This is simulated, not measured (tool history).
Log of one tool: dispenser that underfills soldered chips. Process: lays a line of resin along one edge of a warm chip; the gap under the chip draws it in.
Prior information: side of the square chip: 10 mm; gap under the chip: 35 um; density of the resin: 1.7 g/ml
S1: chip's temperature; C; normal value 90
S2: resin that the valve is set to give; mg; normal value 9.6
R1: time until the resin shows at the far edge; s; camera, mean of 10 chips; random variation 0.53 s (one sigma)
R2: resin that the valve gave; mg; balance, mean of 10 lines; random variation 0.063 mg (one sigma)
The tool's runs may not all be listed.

run,hour,S1,S2,R1,R2
1,0,90,9.6,78.1,9.45
# hour 1.6: new syringe of resin
2,11.7,90,11.8,67.6,11.53
# hour 17.3: new syringe of resin
3,19.6,102,11.8,35.4,11.54
4,25.7,102,11.8,43.4,11.45
# hour 33.1: new syringe of resin
5,35.3,90,9.21,51,8.9
6,43.5,90,9.6,68.4,9.21
# hour 49.1: new syringe of resin
7,49.7,90,9.6,49,9.09
8,54.4,86,11.51,65.3,11.09
9,59.9,102,9.25,49.6,8.79
# hour 65.2: new syringe of resin
10,68.7,102,9.97,37,9.39
11,76.7,103,9.65,49.7,9.1
# hour 81.2: new syringe of resin
12,85.3,90,12.37,54.2,11.59
13,95.7,85,9.27,97.4,8.66
# hour 97.5: new syringe of resin
14,104.2,80,11.43,83.9,10.63

Measured less the same run without the tool's hidden state. The same run-to-run variation is in both; the gauge's scatter may not be:
Unlogged tool condition in this case: resin's viscosity, % of fresh resin's; dose that the valve gives, % of what is set; true chip temperature over the reading, C; drift of the gauge itself on fill_s, %; drift of the gauge itself on given_mg, %.
run,R1,R2
1,+34.7,-0.14
2,+24.9,-0.25
3,+4.8,-0.3
4,+13.6,-0.35
5,+7.2,-0.31
6,+25.1,-0.37
7,+5,-0.41
8,+16,-0.53
9,+18.9,-0.46
10,+7.2,-0.54
11,+20,-0.57
12,+11.1,-0.78
13,+45.2,-0.65
14,+24.8,-0.85

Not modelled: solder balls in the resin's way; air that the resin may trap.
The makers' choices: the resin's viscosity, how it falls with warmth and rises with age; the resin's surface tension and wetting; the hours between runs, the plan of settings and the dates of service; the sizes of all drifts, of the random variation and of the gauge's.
